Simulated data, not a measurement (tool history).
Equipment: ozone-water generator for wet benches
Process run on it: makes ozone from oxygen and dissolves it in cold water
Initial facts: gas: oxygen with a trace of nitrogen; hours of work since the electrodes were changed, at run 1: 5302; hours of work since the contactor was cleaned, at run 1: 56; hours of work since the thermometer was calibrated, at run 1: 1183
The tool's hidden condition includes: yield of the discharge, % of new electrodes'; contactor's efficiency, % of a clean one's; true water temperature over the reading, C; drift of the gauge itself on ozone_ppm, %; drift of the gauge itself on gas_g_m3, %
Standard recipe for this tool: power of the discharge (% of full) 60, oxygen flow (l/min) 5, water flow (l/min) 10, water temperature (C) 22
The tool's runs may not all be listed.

run	hour	power of the discharge (% of full)	oxygen flow (l/min)	water flow (l/min)	water temperature (C)	hours of work since the electrodes were changed	hours of work since the contactor was cleaned	hours of work since the thermometer was calibrated	dissolved ozone (ppm)	ozone in the gas ahead of the water (g/m3)
1	0	60	5	10	22	5302	56	1183	19.1	126.4
2	108.6	60	5	10	22	5400	154	1282	18.6	126.7
3	321.2	62	5	10	22	5593	347	1474	19.1	130.3
4	516.5	62	5	10	22	5770	524	1651	19.2	128.9
5	714.8	62	5	10	22	5949	703	1831	19.1	128.2
6	874.6	62	5	10	22	6094	848	1975	19.1	127.8
7	986.4	75	5	10	22	6195	949	2076	22.2	152.9
8	1206.9	90	5	10	22	6395	1149	2276	25.6	176.6
9	1342.6	60	5	10	22	6518	1272	2399	18.4	124.8
10	1433	60	5	15	22	6600	1354	2481	13.5	124.4
11	1622.9	98	5	15	22	6772	1526	2653	20.4	186.9
12	1756.4	98	5	15	22	6893	1646	2774	20.3	186.7
13	1924	98	5	15	22	7044	1798	2926	20.1	186.9
14	2085.2	98	5	15	22	7190	1944	3072	19.7	186.6
15	2218.7	98	5	15	22	7311	2065	3192	20.1	185.1
16	2385.7	77	4	15	22	7462	2216	3344	16.5	168.4
17	2593.7	45	2.57	10	22	7651	2405	3532	15.3	139.6
18	2693.4	53	5	8	16	7741	2495	3622	21.1	110.4
19	2911	41	6.46	9	16	7938	2692	3819	14.8	76.9
20	3131.2	66	5	7	22	8138	2891	4019	23.1	133.3
21	3264.9	63	3.63	10	22	8259	3012	4140	19.2	151.4
22	3434.1	63	3.63	10	22	8412	3166	4293	19.1	148.6
23	3558.1	55	3.63	10	29	8524	3278	4405	15	132.2
24	3724.6	55	3.63	10	29	8675	3429	4556	15.1	132.7
25	3887.6	55	5.21	12	16	8823	3576	4704	15.6	109.6
# hour 3969.7: water thermometer calibrated
26	3997	55	5.21	12	16	8921	3675	25	15.7	108.1
27	4146.3	55	5.21	12	16	9056	3810	160	15.7	108.1
28	4351.3	48	4.61	10	22	9242	3996	346	14.8	103.5

Below are 5 alternative next runs, each starting from the tool's condition after run 28. Predict each:
A	4502	48	4.61	8	28	9378	4132	482	?	?
B	4502	57	5	10	22	9378	4132	482	?	?
C	4502	48	2.51	10	22	9378	4132	482	?	?
D	4502	60	3.92	8	19	9378	4132	482	?	?
E	4502	92	5	8	22	9378	4132	482	?	?

run	dissolved ozone (ppm)	ozone in the gas ahead of the water (g/m3)
A	15	104.2
B	16.5	113.2
C	15.4	144.4
D	22.2	137.1
E	28.2	166.8
Without the tool's unlogged condition, the same runs would have read:
run	dissolved ozone (ppm)	ozone in the gas ahead of the water (g/m3)
A	17	116.3
B	19.2	129.6
C	17.5	161.3
D	26	158
E	35.1	204.4
